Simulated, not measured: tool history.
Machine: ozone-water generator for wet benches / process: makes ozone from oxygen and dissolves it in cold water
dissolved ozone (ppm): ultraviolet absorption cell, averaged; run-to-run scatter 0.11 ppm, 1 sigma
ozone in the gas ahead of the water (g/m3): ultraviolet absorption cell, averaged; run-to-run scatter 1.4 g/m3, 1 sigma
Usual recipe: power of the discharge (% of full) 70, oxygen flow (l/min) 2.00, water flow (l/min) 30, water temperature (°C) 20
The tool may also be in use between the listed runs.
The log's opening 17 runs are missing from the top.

run	hour	power of the discharge (% of full)	oxygen flow (l/min)	water flow (l/min)	water temperature (°C)	dissolved ozone (ppm)	ozone in the gas ahead of the water (g/m3)
18	1293.3	70	1.03	36	20	4.5	328.4
19	1384.7	96	2.77	30	20	12.5	305.2
20	1427.5	96	2.77	30	20	12.0	303.0
21	1513.7	96	2.77	30	20	12.3	301.9
22	1583.9	96	2.77	30	20	12.3	304.0
23	1649.7	86	2.77	26	20	13.1	274.3
24	1707.7	70	2.00	30	13	8.5	257.1
# hour 1737.0: water thermometer calibrated
25	1767.6	93	2.00	39	20	7.7	331.1
26	1820.9	93	2.00	39	20	7.4	330.5
27	1889.8	92	1.50	31	20	8.5	367.2
28	1954.7	92	1.50	36	27	6.7	361.2
# hour 2031.3: gauge calibrated
29	2034.8	92	1.46	36	13	7.3	374.6
30	2094.5	70	1.24	30	17	6.4	315.3
31	2137.2	70	1.39	31	17	6.5	304.6
32	2232.5	67	1.39	42	17	4.3	291.7

Alternative continuations, all from the tool just after run 32; predict every row:
A	2284.0	67	1.33	42	27	?	?
B	2284.0	70	2.99	26	13	?	?
C	2284.0	55	2.00	39	22	?	?

run	dissolved ozone (ppm)	ozone in the gas ahead of the water (g/m3)
A	4.1	296.6
B	11.7	230.6
C	4.7	215.7
Take away the tool's hidden state, keep each run's random variation, and the runs would have read:
run	dissolved ozone (ppm)	ozone in the gas ahead of the water (g/m3)
A	4.1	298.0
B	11.8	231.6
C	4.8	216.7

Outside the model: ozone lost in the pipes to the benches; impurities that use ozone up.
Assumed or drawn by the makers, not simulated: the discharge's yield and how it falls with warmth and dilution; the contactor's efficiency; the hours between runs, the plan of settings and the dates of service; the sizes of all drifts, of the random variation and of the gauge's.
